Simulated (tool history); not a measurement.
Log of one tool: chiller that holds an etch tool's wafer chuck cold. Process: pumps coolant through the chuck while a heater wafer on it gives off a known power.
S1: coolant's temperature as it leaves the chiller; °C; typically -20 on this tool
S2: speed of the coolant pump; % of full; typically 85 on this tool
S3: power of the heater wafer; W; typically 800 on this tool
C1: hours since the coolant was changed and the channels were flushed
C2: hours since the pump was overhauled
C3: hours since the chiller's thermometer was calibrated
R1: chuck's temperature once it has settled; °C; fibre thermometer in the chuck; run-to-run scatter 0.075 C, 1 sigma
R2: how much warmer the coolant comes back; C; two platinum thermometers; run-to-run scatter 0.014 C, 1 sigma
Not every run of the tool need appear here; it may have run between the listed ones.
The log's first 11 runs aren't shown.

{"run": 12, "day": 22.479, "S1": -20, "S2": 85, "S3": 800, "C1": 1980, "C2": 1222, "C3": 1114, "R1": -12.51, "R2": 2.21}
{"run": 13, "day": 24.067, "S1": -20, "S2": 85, "S3": 800, "C1": 2018, "C2": 1260, "C3": 1153, "R1": -12.52, "R2": 2.21}
{"run": 14, "day": 26.675, "S1": -20, "S2": 79, "S3": 800, "C1": 2081, "C2": 1322, "C3": 1215, "R1": -12.26, "R2": 2.38}
{"run": 15, "day": 29.417, "S1": -20, "S2": 79, "S3": 800, "C1": 2147, "C2": 1388, "C3": 1281, "R1": -12.21, "R2": 2.4}
{"run": 16, "day": 31.217, "S1": -20, "S2": 79, "S3": 800, "C1": 2190, "C2": 1431, "C3": 1324, "R1": -12.03, "R2": 2.39}
{"run": 17, "day": 32.412, "S1": -20, "S2": 79, "S3": 800, "C1": 2219, "C2": 1460, "C3": 1353, "R1": -12.23, "R2": 2.38}
{"run": 18, "day": 34.767, "S1": -20, "S2": 78, "S3": 800, "C1": 2275, "C2": 1516, "C3": 1409, "R1": -11.94, "R2": 2.44}
{"run": 19, "day": 37.454, "S1": -17, "S2": 87, "S3": 482, "C1": 2339, "C2": 1581, "C3": 1474, "R1": -12.62, "R2": 1.3}
{"run": 20, "day": 39.804, "S1": -17, "S2": 87, "S3": 482, "C1": 2396, "C2": 1637, "C3": 1530, "R1": -12.57, "R2": 1.31}
{"run": 21, "day": 41.971, "S1": -20, "S2": 74, "S3": 656, "C1": 2448, "C2": 1689, "C3": 1582, "R1": -13.14, "R2": 2.1}
{"run": 22, "day": 44.096, "S1": -24, "S2": 99, "S3": 800, "C1": 2499, "C2": 1740, "C3": 1633, "R1": -17.18, "R2": 1.88}
{"run": 23, "day": 45.638, "S1": -21, "S2": 95, "S3": 531, "C1": 2536, "C2": 1777, "C3": 1670, "R1": -16.39, "R2": 1.31}
{"run": 24, "day": 48.062, "S1": -21, "S2": 95, "S3": 531, "C1": 2594, "C2": 1836, "C3": 1729, "R1": -16.49, "R2": 1.33}
{"run": 25, "day": 50.583, "S1": -18, "S2": 67, "S3": 538, "C1": 2655, "C2": 1896, "C3": 1789, "R1": -12.04, "R2": 1.94}
{"run": 26, "day": 51.908, "S1": -17, "S2": 94, "S3": 459, "C1": 2686, "C2": 1928, "C3": 1821, "R1": -12.95, "R2": 1.17}
{"run": 27, "day": 53.183, "S1": -17, "S2": 76, "S3": 590, "C1": 2717, "C2": 1958, "C3": 1851, "R1": -11.0, "R2": 1.88}
{"run": 28, "day": 56.0, "S1": -24, "S2": 94, "S3": 1022, "C1": 2785, "C2": 2026, "C3": 1919, "R1": -14.84, "R2": 2.58}
{"run": 29, "day": 58.617, "S1": -14, "S2": 75, "S3": 1127, "C1": 2847, "C2": 2089, "C3": 1982, "R1": -2.13, "R2": 3.59}
{"day": 60.662, "done": "chiller's thermometer calibrated"}
{"run": 30, "day": 60.779, "S1": -14, "S2": 75, "S3": 1127, "C1": 2898, "C2": 2140, "C3": 3, "R1": -1.88, "R2": 3.62}
{"run": 31, "day": 63.258, "S1": -10, "S2": 84, "S3": 800, "C1": 2958, "C2": 2199, "C3": 62, "R1": -2.12, "R2": 2.28}
{"run": 32, "day": 65.404, "S1": -12, "S2": 74, "S3": 800, "C1": 3009, "C2": 2251, "C3": 114, "R1": -3.36, "R2": 2.6}
{"run": 33, "day": 67.45, "S1": -12, "S2": 74, "S3": 800, "C1": 3058, "C2": 2300, "C3": 163, "R1": -3.21, "R2": 2.59}

Predict each of these 3 candidate next runs independently; none follows another, all start after run 33:
{"run": "A", "day": 69.954, "S1": -19, "S2": 95, "S3": 800, "C1": 3119, "C2": 2360, "C3": 223, "R1": "?", "R2": "?"}
{"run": "B", "day": 69.954, "S1": -12, "S2": 74, "S3": 610, "C1": 3119, "C2": 2360, "C3": 223, "R1": "?", "R2": "?"}
{"run": "C", "day": 69.954, "S1": -21, "S2": 85, "S3": 1185, "C1": 3119, "C2": 2360, "C3": 223, "R1": "?", "R2": "?"}

run=A R1=-11.58 R2=2.00
run=B R1=-5.24 R2=1.99
run=C R1=-9.28 R2=3.34
Without the tool's hidden state the same runs would have given:
run=A R1=-12.35 R2=1.92
run=B R1=-5.93 R2=1.92
run=C R1=-10.54 R2=3.21
